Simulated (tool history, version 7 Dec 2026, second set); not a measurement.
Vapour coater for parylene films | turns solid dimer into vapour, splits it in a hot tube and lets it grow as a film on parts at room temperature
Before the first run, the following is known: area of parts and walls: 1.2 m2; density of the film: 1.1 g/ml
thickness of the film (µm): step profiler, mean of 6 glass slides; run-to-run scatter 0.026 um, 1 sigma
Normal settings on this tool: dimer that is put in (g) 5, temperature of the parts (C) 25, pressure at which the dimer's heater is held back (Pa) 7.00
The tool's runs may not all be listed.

run     day  dimer that is put in (g)  temperature of the parts (C)  pressure at which the dimer's heater is held back (Pa)  thickness of the film (µm)
  1   0.000                         5                            25                                                    7.00                        1.96
  2   1.912                         5                            27                                                    7.00                        1.74
  3   3.842                         5                            25                                                    7.00                        1.90
  4   5.117                         5                            25                                                    7.00                        1.85
  5   6.217                         5                            25                                                    7.00                        1.86
  6   7.321                         5                            25                                                    7.00                        1.85
  7   8.388                         5                            25                                                    7.00                        1.87
  8  10.129                         5                            25                                                    7.00                        1.87
  9  11.758                         5                            25                                                    7.00                        1.85
     12.104  -- trap's valve overhauled
 10  13.183                         5                            25                                                    7.00                        2.15
 11  14.446                         5                            25                                                    7.00                        2.10
 12  16.254                         5                            25                                                    2.14                        2.68
 13  17.717                         5                            25                                                    2.14                        2.62
 14  18.633                         5                            25                                                    2.14                        2.62
 15  20.754                         5                            25                                                    2.14                        2.66
 16  22.804                         5                            27                                                    7.00                        1.94
 17  24.088                         5                            27                                                    7.00                        1.94

Run 18, settings as shown, results not yet in. Your forecast:
 18  26.029                         7                            17                                                    6.72                           ?

{"run 18": {"thickness of the film (µm)": 3.82}}
The same run, on a tool lacking any hidden state, would have yielded thickness of the film (µm) 4.00.
